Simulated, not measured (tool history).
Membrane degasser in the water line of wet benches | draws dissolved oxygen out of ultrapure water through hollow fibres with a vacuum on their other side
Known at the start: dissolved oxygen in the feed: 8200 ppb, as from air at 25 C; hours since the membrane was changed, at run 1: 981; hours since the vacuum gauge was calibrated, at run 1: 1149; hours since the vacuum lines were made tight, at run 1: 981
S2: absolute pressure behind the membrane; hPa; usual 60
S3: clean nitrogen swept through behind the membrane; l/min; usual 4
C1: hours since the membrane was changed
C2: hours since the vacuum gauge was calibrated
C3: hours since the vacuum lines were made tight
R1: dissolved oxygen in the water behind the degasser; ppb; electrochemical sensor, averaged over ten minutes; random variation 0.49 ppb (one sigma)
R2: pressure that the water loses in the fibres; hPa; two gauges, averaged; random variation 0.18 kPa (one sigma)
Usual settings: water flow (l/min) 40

{"run": 1, "hour": 0.0, "water flow (l/min)": 40, "S2": 60, "S3": 4, "C1": 981, "C2": 1149, "C3": 981, "R1": 67.8, "R2": 320.8}
{"run": 2, "hour": 27.2, "water flow (l/min)": 40, "S2": 60, "S3": 1.9, "C1": 1008, "C2": 1177, "C3": 1008, "R1": 130.1, "R2": 323.4}
{"run": 3, "hour": 78.2, "water flow (l/min)": 40, "S2": 60, "S3": 1.9, "C1": 1059, "C2": 1228, "C3": 1059, "R1": 131, "R2": 324.9}
{"run": 4, "hour": 126.2, "water flow (l/min)": 40, "S2": 60, "S3": 1.9, "C1": 1107, "C2": 1276, "C3": 1107, "R1": 130.4, "R2": 322.5}
{"run": 5, "hour": 166.6, "water flow (l/min)": 40, "S2": 60, "S3": 1.9, "C1": 1147, "C2": 1316, "C3": 1147, "R1": 131.6, "R2": 326.2}
{"run": 6, "hour": 211.2, "water flow (l/min)": 40, "S2": 60, "S3": 1.9, "C1": 1192, "C2": 1361, "C3": 1192, "R1": 132.3, "R2": 326.4}
{"run": 7, "hour": 234.1, "water flow (l/min)": 40, "S2": 60, "S3": 1.9, "C1": 1215, "C2": 1384, "C3": 1215, "R1": 132.1, "R2": 325}
{"run": 8, "hour": 285.8, "water flow (l/min)": 52, "S2": 60, "S3": 1.9, "C1": 1267, "C2": 1435, "C3": 1267, "R1": 170.9, "R2": 420}
{"run": 9, "hour": 339.0, "water flow (l/min)": 52, "S2": 60, "S3": 1.9, "C1": 1320, "C2": 1488, "C3": 1320, "R1": 170.7, "R2": 419.7}
{"run": 10, "hour": 370.0, "water flow (l/min)": 40, "S2": 60, "S3": 4, "C1": 1351, "C2": 1519, "C3": 1351, "R1": 68.2, "R2": 321.2}
{"run": 11, "hour": 410.2, "water flow (l/min)": 40, "S2": 60, "S3": 4, "C1": 1391, "C2": 1560, "C3": 1391, "R1": 68.5, "R2": 322.7}
{"run": 12, "hour": 441.6, "water flow (l/min)": 40, "S2": 50.2, "S3": 4, "C1": 1422, "C2": 1591, "C3": 1422, "R1": 45.1, "R2": 320.5}
{"run": 13, "hour": 467.4, "water flow (l/min)": 34, "S2": 73.3, "S3": 8.03, "C1": 1448, "C2": 1617, "C3": 1448, "R1": 43, "R2": 274.5}
{"run": 14, "hour": 503.3, "water flow (l/min)": 34, "S2": 73.3, "S3": 8.03, "C1": 1484, "C2": 1653, "C3": 1484, "R1": 43.9, "R2": 272.6}
{"run": 15, "hour": 553.4, "water flow (l/min)": 29, "S2": 83.3, "S3": 4, "C1": 1534, "C2": 1703, "C3": 1534, "R1": 89, "R2": 233.7}
{"run": 16, "hour": 575.7, "water flow (l/min)": 45, "S2": 76.9, "S3": 4, "C1": 1556, "C2": 1725, "C3": 1556, "R1": 122.9, "R2": 361.3}
{"run": 17, "hour": 625.7, "water flow (l/min)": 27, "S2": 79.6, "S3": 4, "C1": 1606, "C2": 1775, "C3": 1606, "R1": 77.3, "R2": 216.4}
{"run": 18, "hour": 678.1, "water flow (l/min)": 43, "S2": 117.7, "S3": 2.39, "C1": 1659, "C2": 1828, "C3": 1659, "R1": 338.7, "R2": 345.8}
{"run": 19, "hour": 728.3, "water flow (l/min)": 40, "S2": 60, "S3": 8.45, "C1": 1709, "C2": 1878, "C3": 1709, "R1": 34.6, "R2": 319.5}
{"run": 20, "hour": 762.5, "water flow (l/min)": 31, "S2": 38.1, "S3": 4, "C1": 1743, "C2": 1912, "C3": 1743, "R1": 11.9, "R2": 247.6}
{"run": 21, "hour": 807.2, "water flow (l/min)": 31, "S2": 39.7, "S3": 1.91, "C1": 1788, "C2": 1957, "C3": 1788, "R1": 29, "R2": 247.1}
{"run": 22, "hour": 843.9, "water flow (l/min)": 47, "S2": 93.3, "S3": 11.47, "C1": 1825, "C2": 1993, "C3": 1825, "R1": 66.6, "R2": 371.3}
{"run": 23, "hour": 869.1, "water flow (l/min)": 42, "S2": 58.3, "S3": 11.47, "C1": 1850, "C2": 2019, "C3": 1850, "R1": 27.1, "R2": 335.9}
{"run": 24, "hour": 901.9, "water flow (l/min)": 49, "S2": 98, "S3": 2.76, "C1": 1883, "C2": 2051, "C3": 1883, "R1": 264.5, "R2": 387.4}

5 ways to go on from here, each from the tool as it stands after run 24. What would each give?
{"run": "A", "hour": 946.7, "water flow (l/min)": 56, "S2": 98, "S3": 1.87, "C1": 1927, "C2": 2096, "C3": 1927, "R1": "?", "R2": "?"}
{"run": "B", "hour": 946.7, "water flow (l/min)": 33, "S2": 98, "S3": 3.88, "C1": 1927, "C2": 2096, "C3": 1927, "R1": "?", "R2": "?"}
{"run": "C", "hour": 946.7, "water flow (l/min)": 46, "S2": 130.9, "S3": 6.28, "C1": 1927, "C2": 2096, "C3": 1927, "R1": "?", "R2": "?"}
{"run": "D", "hour": 946.7, "water flow (l/min)": 40, "S2": 49.6, "S3": 4, "C1": 1927, "C2": 2096, "C3": 1927, "R1": "?", "R2": "?"}
{"run": "E", "hour": 946.7, "water flow (l/min)": 37, "S2": 43.1, "S3": 4.68, "C1": 1927, "C2": 2096, "C3": 1927, "R1": "?", "R2": "?"}

run=A R1=414.7 R2=451.5
run=B R1=131.9 R2=263.6
run=C R1=176.9 R2=366.2
run=D R1=43.6 R2=321
run=E R1=22.6 R2=291.7
Without the tool's hidden state the same runs would have given:
run=A R1=414.6 R2=459.8
run=B R1=131.8 R2=268.5
run=C R1=176.9 R2=373
run=D R1=43.5 R2=327
run=E R1=22.5 R2=297.2
